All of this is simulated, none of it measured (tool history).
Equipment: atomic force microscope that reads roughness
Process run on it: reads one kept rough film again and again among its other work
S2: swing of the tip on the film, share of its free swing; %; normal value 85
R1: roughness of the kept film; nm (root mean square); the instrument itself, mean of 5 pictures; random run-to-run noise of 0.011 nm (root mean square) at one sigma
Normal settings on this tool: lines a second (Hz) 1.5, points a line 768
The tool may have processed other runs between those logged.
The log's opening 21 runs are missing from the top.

At day 24.817: new tip fitted.
Run 22, day 25.296: usual settings but lines a second (Hz) 2.7, points a line 388. Result: R1 2.372 nm (root mean square).
Run 23, day 26.754: usual settings but lines a second (Hz) 2.7, points a line 414. Result: R1 2.262 nm (root mean square).
Run 24, day 28.125: usual settings but lines a second (Hz) 3.39, S2 58 %, points a line 391. Result: R1 2.526 nm (root mean square).
At day 28.579: new tip fitted.
Run 25, day 29.267: usual settings but lines a second (Hz) 3.6, S2 60 %. Result: R1 2.717 nm (root mean square).
Run 26, day 30.308: usual settings but lines a second (Hz) 1.52, S2 64 %, points a line 379. Result: R1 2.712 nm (root mean square).
Run 27, day 31.554: usual settings but S2 82 %, points a line 371. Result: R1 2.415 nm (root mean square).
At day 32.396: new tip fitted.
Run 28, day 33.15: usual settings but lines a second (Hz) 0.71, S2 77 %, points a line 418. Result: R1 2.81 nm (root mean square).
Run 29, day 34.45: usual settings but lines a second (Hz) 0.71, S2 77 %, points a line 418. Result: R1 2.702 nm (root mean square).
Run 30, day 35.704: usual settings but lines a second (Hz) 3.76, S2 61 %, points a line 418. Result: R1 2.474 nm (root mean square).
At day 36.188: new tip fitted.
Run 31, day 37.25: usual settings but lines a second (Hz) 3.76, S2 61 %, points a line 418. Result: R1 2.664 nm (root mean square).
Run 32, day 38.742: usual settings but lines a second (Hz) 2.87, S2 58 %, points a line 495. Result: R1 2.606 nm (root mean square).
Run 33, day 39.483: usual settings but lines a second (Hz) 2.87, S2 58 %, points a line 495. Result: R1 2.551 nm (root mean square).
At day 39.988: new tip fitted.
Run 34, day 40.658: usual settings but points a line 490. Result: R1 2.569 nm (root mean square).
Run 35, day 41.512: usual settings but S2 86 %. Result: R1 2.468 nm (root mean square).
Run 36, day 42.758: usual settings but lines a second (Hz) 3.97, points a line 789. Result: R1 1.996 nm (root mean square).
At day 43.779: new tip fitted.
Run 37, day 44.258: usual settings but lines a second (Hz) 2.57. Result: R1 2.38 nm (root mean square).
Run 38, day 45.629: usual settings but lines a second (Hz) 2.57, S2 79 %, points a line 994. Result: R1 2.407 nm (root mean square).
Run 39, day 46.971: usual settings but lines a second (Hz) 1.87, S2 78 %, points a line 654. Result: R1 2.406 nm (root mean square).
At day 47.567: new tip fitted.
Run 40, day 47.825: usual settings but lines a second (Hz) 1.64, S2 83 %, points a line 413. Result: R1 2.613 nm (root mean square).
Run 41, day 49.075: usual settings but lines a second (Hz) 1.64, S2 83 %, points a line 413. Result: R1 2.498 nm (root mean square).
Run 42, day 50.675: usual settings but lines a second (Hz) 1.64, S2 83 %, points a line 413. Result: R1 2.376 nm (root mean square).

4 options for the next run, each taken on its own from the tool as it stands now. Forecast them:
At day 51.388: new tip fitted.
Run A, day 51.783: usual settings but S2 56 %, points a line 967. Result: R1 ?.
At day 51.388: new tip fitted.
Run B, day 51.783: usual settings but lines a second (Hz) 0.9, S2 81 %. Result: R1 ?.
At day 51.388: new tip fitted.
Run C, day 51.783: usual settings but lines a second (Hz) 1.13, S2 81 %, points a line 427. Result: R1 ?.
At day 51.388: new tip fitted.
Run D, day 51.783: usual settings but points a line 862. Result: R1 ?.

run     R1
  A  2.918
  B  2.799
  C  2.724
  D  2.602
What these runs would have given with no unlogged condition in the tool:
run     R1
  A  2.984
  B  2.861
  C  2.785
  D  2.661
